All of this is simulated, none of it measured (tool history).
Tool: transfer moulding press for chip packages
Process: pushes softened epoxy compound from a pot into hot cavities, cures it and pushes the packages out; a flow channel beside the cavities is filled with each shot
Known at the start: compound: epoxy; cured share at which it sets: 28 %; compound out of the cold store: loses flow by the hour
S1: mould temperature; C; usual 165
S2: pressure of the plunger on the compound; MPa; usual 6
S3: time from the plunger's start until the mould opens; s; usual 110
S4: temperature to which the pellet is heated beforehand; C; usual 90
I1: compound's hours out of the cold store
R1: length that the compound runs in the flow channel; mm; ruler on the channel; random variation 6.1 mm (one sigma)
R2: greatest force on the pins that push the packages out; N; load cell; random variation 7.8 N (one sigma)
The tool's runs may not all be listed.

run   hour   S1   S2   S3  S4    I1   R1   R2
  1      0  165    6  110  90  42.5  538  324
  2     14  165    6  110  90  19.7  621  374
  3   27.3  165    6  110  90  31.2  570  406
  4   53.5  165    6  110  90    41  534  453
  5   76.3  165    6  110  90  47.8  523  468
  6  103.3  165    6  110  90  36.2  561  527
  7  124.8  165    6  110  90  46.3  516  546
  8  142.2  165    6  147  90  22.9  603  524
     153.6  -- cavities cleaned with cleaning compound and waxed
  9  161.8  165    6  110  85    36  558  371
 10  192.5  165    6  110  88  22.3  594  431
 11  219.4  165    6  110  88  41.5  533  468
 12  233.5  166    6  110  88  41.6  520  466
 13  261.1  166    6  110  88  43.4  513  506
 14  276.3  166    6  110  88  45.9  515  528
 15  291.9  166    6  110  88  23.5  577  556
     305.7  -- cavities cleaned with cleaning compound and waxed
 16    314  170    6  110  92  21.1  584  350
 17  338.5  165  5.5  110  86  40.3  498  423
 18  368.9  165  5.5  110  86  22.2  571  473

Run 19 comes next. What will it give?
 19  394.1  165  5.5  93  89  29.9   ?   ?

{"run 19": {"R1": 538, "R2": 617}}
Without the tool's hidden state the same run would have given R1 587 mm, R2 416 N.
